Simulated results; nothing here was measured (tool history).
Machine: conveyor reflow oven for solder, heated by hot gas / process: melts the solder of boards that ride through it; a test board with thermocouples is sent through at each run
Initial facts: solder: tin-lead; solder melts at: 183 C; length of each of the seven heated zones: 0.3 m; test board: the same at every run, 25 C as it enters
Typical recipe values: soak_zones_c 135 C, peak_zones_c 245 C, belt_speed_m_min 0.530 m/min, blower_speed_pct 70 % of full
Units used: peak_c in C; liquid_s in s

run	day	soak_zones_c	peak_zones_c	belt_speed_m_min	blower_speed_pct	peak_c	liquid_s
1	0.000	135	245	0.530	70	226.3	55.6
2	1.104	135	245	0.530	70	227.0	55.7
3	2.229	142	245	0.530	70	228.2	59.0
4	3.504	142	245	0.530	70	226.9	58.8
5	5.083	135	245	0.530	70	227.0	56.0
6	6.029	121	245	0.530	70	223.2	50.3
7	7.925	135	245	0.530	70	230.5	58.2
8	9.017	129	245	0.530	70	228.7	56.0
9	10.838	129	245	0.530	70	227.3	55.2
10	12.525	135	241	0.556	82	226.1	52.9
11	14.138	132	245	0.530	70	226.8	56.2
12	15.275	126	246	0.530	85	230.0	56.2
13	16.796	126	245	0.530	76	226.6	54.6
14	18.083	135	252	0.557	70	232.0	56.8
15	18.971	135	242	0.557	54	219.4	49.2
16	20.633	135	239	0.530	51	217.9	50.2
17	22.300	135	241	0.530	77	225.2	56.0

Removed from this log: 2 entries logged between the listed runs. Between which two listed runs does each belong, and how does the tool's hidden state at the listed run before it compare with that at the listed run after it?
From run 6 to run 7: flux residue cleaned out of gas plates and filters (day 7.688)
  heat that the gas passes to the board, % of a clean oven's: 85.8 -> 99.3; belt's true speed, % of the reading: 98.6 -> 98.57; true gas temperature in zones 6 and 7 over the reading, C: 1.6 -> 1.68
  the result without the hidden state subtracted from the measured one, peak_c: -2.8 -> +1.8 C; liquid_s: -1.4 -> +1.8 s
From run 8 to run 9: thermocouples of zones 6 and 7 changed (day 10.767)
  heat that the gas passes to the board, % of a clean oven's: 98.7 -> 97.9; belt's true speed, % of the reading: 98.55 -> 98.52; true gas temperature in zones 6 and 7 over the reading, C: 1.73 -> 0.04
  the result without the hidden state subtracted from the measured one, peak_c: +1.7 -> -0.1 C; liquid_s: +1.7 -> +0.8 s
